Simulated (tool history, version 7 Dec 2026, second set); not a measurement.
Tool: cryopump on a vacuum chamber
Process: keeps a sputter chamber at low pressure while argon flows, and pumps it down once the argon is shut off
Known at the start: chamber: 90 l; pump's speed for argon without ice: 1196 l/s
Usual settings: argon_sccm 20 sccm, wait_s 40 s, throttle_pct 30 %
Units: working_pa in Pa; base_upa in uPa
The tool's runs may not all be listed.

| run | day | argon_sccm | wait_s | throttle_pct | working_pa | base_upa |
|---|---|---|---|---|---|---|
| 1 | 0 | 20 | 40 | 30 | 0.1049 | 5.63 |
| 2 | 1.804 | 20 | 40 | 30 | 0.095 | 4.77 |
| 3 | 3.042 | 20 | 40 | 30 | 0.0954 | 4.83 |
| 4 | 4.358 | 20 | 63 | 30 | 0.0949 | 4.01 |
| 5 | 5.867 | 20 | 40 | 57 | 0.0519 | 4.97 |
| 6 | 7.046 | 20 | 40 | 57 | 0.0515 | 4.96 |
| 7 | 8.517 | 15 | 40 | 57 | 0.0385 | 5.01 |
| 8 | 9.204 | 20 | 40 | 17 | 0.1676 | 5.17 |
| 9 | 10.05 | 20 | 40 | 17 | 0.1689 | 5 |
| 10 | 11.338 | 20 | 40 | 17 | 0.1684 | 5.2 |
| 11 | 12.833 | 20 | 40 | 17 | 0.1692 | 5.2 |
| 12 | 13.771 | 20 | 40 | 30 | 0.098 | 5.36 |
| 13 | 14.567 | 20 | 40 | 30 | 0.0982 | 5.3 |
| 14 | 16.108 | 20 | 40 | 30 | 0.0983 | 5.51 |
| 15 | 17.071 | 20 | 40 | 30 | 0.0978 | 5.43 |
| 16 | 18.396 | 10 | 265 | 30 | 0.0497 | 3.37 |
| 17 | 19.458 | 10 | 265 | 18 | 0.0799 | 3.37 |
| 18 | 21.012 | 20 | 40 | 45 | 0.0682 | 5.62 |
| 19 | 21.9 | 31 | 257 | 52 | 0.0934 | 3.57 |
| 20 | 23.433 | 10 | 25 | 19 | 0.0781 | 7.32 |
| 21 | 24.779 | 12 | 70 | 15 | 0.1167 | 4.69 |
| 22 | 25.575 | 39 | 140 | 50 | 0.1238 | 4.07 |
| 23 | 26.421 | 34 | 140 | 19 | 0.2665 | 1.06 |
| 24 | 27.438 | 34 | 140 | 19 | 0.2647 | 1.13 |
| 25 | 28.171 | 15 | 32 | 19 | 0.118 | 3.51 |
| 26 | 29.038 | 20 | 40 | 40 | 0.0788 | 2.96 |
| 27 | 30.358 | 10 | 226 | 34 | 0.0462 | 0.92 |
| 28 | 31.671 | 10 | 226 | 21 | 0.0739 | 0.94 |
| 29 | 32.404 | 10 | 226 | 21 | 0.0722 | 0.98 |

Not shown: 2 entries that the log had between the listed runs. Between which runs, and how does the tool's hidden state differ before and after?
Between runs 1 and 2: pump warmed up, emptied and cooled again (day 1.375)
  pump's speed, % of a pump's without ice: 75.2 -> 99.2; cold plate's temperature, K: 12.54 -> 12.55; leak into the chamber, uPa l/s: 2623 -> 2660
  measured less the result without the state, working_pa: +0.0098 -> +0.0006 Pa; base_upa: +2.76 -> +2.01 uPa
Between runs 22 and 23: leaking fittings of the chamber tightened, without venting (day 26.267)
  pump's speed, % of a pump's without ice: 80.8 -> 80.2; cold plate's temperature, K: 12.73 -> 12.74; leak into the chamber, uPa l/s: 3194 -> 345
  measured less the result without the state, working_pa: +0.0141 -> +0.0127 Pa; base_upa: +3.09 -> +0.11 uPa
